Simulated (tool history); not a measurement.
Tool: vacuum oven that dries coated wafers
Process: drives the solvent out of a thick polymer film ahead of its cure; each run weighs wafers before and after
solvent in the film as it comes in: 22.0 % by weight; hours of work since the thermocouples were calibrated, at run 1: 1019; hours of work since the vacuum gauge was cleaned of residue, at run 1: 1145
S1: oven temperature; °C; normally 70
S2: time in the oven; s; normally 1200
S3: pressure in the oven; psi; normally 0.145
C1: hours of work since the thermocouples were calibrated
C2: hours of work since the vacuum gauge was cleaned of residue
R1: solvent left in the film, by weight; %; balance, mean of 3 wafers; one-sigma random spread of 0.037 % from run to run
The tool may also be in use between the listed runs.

| run | hour | S1 | S2 | S3 | C1 | C2 | R1 |
|---|---|---|---|---|---|---|---|
| 1 | 0.0 | 70 | 1200 | 0.145 | 1019 | 1145 | 2.52 |
|  | 16.0 | vacuum gauge cleaned of residue and calibrated |
| 2 | 43.1 | 70 | 1200 | 0.145 | 1041 | 14 | 2.59 |
| 3 | 101.7 | 70 | 1200 | 0.145 | 1071 | 44 | 2.56 |
| 4 | 174.2 | 64 | 1200 | 0.145 | 1108 | 81 | 4.98 |
| 5 | 258.5 | 79 | 1200 | 0.145 | 1152 | 125 | 0.93 |
| 6 | 330.5 | 79 | 1200 | 0.313 | 1189 | 162 | 1.46 |
|  | 411.7 | vacuum gauge cleaned of residue and calibrated, once more |
| 7 | 411.7 | 79 | 1200 | 0.451 | 1230 | 0 | 1.78 |
| 8 | 466.7 | 70 | 1740 | 0.145 | 1258 | 28 | 1.38 |
|  | 509.1 | oven's thermocouples calibrated |
| 9 | 529.5 | 70 | 1740 | 0.145 | 10 | 60 | 1.14 |
| 10 | 594.8 | 70 | 900 | 0.145 | 44 | 93 | 3.01 |
| 11 | 690.4 | 70 | 1200 | 0.249 | 93 | 143 | 2.30 |
| 12 | 768.2 | 70 | 1200 | 0.249 | 133 | 183 | 2.41 |
| 13 | 826.3 | 70 | 1200 | 0.145 | 163 | 213 | 1.99 |
| 14 | 909.6 | 70 | 1200 | 0.145 | 206 | 255 | 1.94 |
| 15 | 994.2 | 70 | 1200 | 0.112 | 250 | 299 | 1.89 |
| 16 | 1083.0 | 70 | 1200 | 0.112 | 296 | 345 | 1.89 |
| 17 | 1168.0 | 70 | 1200 | 0.112 | 339 | 389 | 1.91 |
| 18 | 1225.6 | 70 | 1200 | 0.086 | 369 | 418 | 1.81 |
| 19 | 1298.8 | 81 | 1200 | 0.542 | 407 | 456 | 1.80 |
| 20 | 1338.4 | 81 | 1200 | 0.542 | 427 | 476 | 1.89 |
| 21 | 1427.3 | 58 | 720 | 0.245 | 473 | 522 | 10.74 |
| 22 | 1514.5 | 71 | 720 | 0.512 | 518 | 567 | 5.67 |
| 23 | 1574.1 | 71 | 720 | 0.512 | 549 | 598 | 5.70 |
| 24 | 1649.8 | 70 | 1080 | 0.084 | 588 | 637 | 2.45 |
| 25 | 1706.4 | 62 | 840 | 0.181 | 617 | 666 | 7.86 |

Estimate the outcome of run 26 from the log above:
| 26 | 1787.0 | 62 | 840 | 0.181 | 658 | 707 | ? |

Run 26 came out at R1 7.82 %.
With the hidden condition absent and the run-to-run variation left alone, this run would have shown R1 6.92 %.
